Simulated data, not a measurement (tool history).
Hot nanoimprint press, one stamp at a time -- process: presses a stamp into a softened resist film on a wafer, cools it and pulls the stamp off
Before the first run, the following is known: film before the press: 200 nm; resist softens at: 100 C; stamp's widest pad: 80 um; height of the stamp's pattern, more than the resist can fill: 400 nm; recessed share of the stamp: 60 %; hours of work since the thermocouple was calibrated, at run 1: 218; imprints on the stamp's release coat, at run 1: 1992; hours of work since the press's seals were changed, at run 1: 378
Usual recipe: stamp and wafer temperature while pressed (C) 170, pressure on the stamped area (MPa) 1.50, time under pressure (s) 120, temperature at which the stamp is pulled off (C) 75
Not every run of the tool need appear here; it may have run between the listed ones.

run,day,stamp and wafer temperature while pressed (C),pressure on the stamped area (MPa),time under pressure (s),temperature at which the stamp is pulled off (C),hours of work since the thermocouple was calibrated,imprints on the stamp's release coat,hours of work since the press's seals were changed,resist left under the stamp's widest pad (Å),greatest force while the stamp is pulled off (N)
1,0.000,170,1.50,120,75,218,1992,378,854,304
2,1.071,170,1.50,120,75,230,2040,390,852,321
3,2.700,170,1.50,120,75,249,2114,409,855,314
4,4.242,170,1.50,218,75,267,2183,426,681,319
5,6.188,170,1.50,218,75,289,2270,449,676,339
# day 6.962: stamp cleaned and given a new release coat
6,8.304,170,1.50,120,75,310,60,470,857,176
7,10.696,170,1.50,120,75,338,167,497,867,174
8,11.925,170,1.50,120,75,352,222,511,869,177
# day 12.608: plate thermocouple calibrated
9,14.417,170,1.50,120,75,21,328,538,894,188
10,15.858,170,1.50,120,75,37,393,555,893,194
11,16.888,170,1.50,120,75,49,439,567,886,193
12,18.888,170,1.50,120,75,72,529,589,906,208
13,20.075,170,1.50,120,75,85,582,603,906,204
# day 21.738: plate thermocouple calibrated, once more
14,21.879,170,1.50,120,75,2,657,622,854,212
# day 22.975: press's hydraulic seals changed and the load cell set to zero
15,23.438,170,1.50,120,75,16,712,5,826,217
16,25.104,170,2.28,108,68,35,787,24,710,236
17,26.271,171,1.92,75,75,48,839,38,868,225
18,27.517,181,2.32,74,77,62,895,52,541,215
19,29.671,181,2.32,74,77,87,992,76,544,224
20,31.354,175,1.50,120,73,106,1067,96,693,243
21,32.742,179,1.86,184,72,122,1130,112,442,251
22,33.862,173,2.39,184,72,135,1180,124,496,252
23,35.996,173,2.39,184,72,159,1276,149,498,258
24,37.842,177,1.14,220,65,180,1358,170,571,286
25,39.117,170,0.92,109,75,195,1416,184,1073,264
26,40.450,179,1.52,221,75,210,1476,200,448,265
27,42.271,173,1.52,230,75,231,1557,220,568,276
28,43.875,170,2.21,167,80,249,1629,239,624,269
29,45.262,170,1.63,203,75,265,1691,255,668,290
30,47.179,170,2.36,120,75,287,1777,276,708,293

Each row is a separate what-if for the run after 30, all from the same tool condition, not one after another. Results?
A,49.212,167,1.18,120,61,310,1869,300,?,?
B,49.212,175,0.98,120,76,310,1869,300,?,?
C,49.212,163,1.40,96,75,310,1869,300,?,?
D,49.212,159,1.12,80,75,310,1869,300,?,?

run,resist left under the stamp's widest pad (Å),greatest force while the stamp is pulled off (N)
A,1071,350
B,859,304
C,1242,310
D,1559,304
With the hidden condition removed and each run's random variation left untouched, the same runs would have given:
run,resist left under the stamp's widest pad (Å),greatest force while the stamp is pulled off (N)
A,1034,192
B,830,168
C,1200,171
D,1524,169
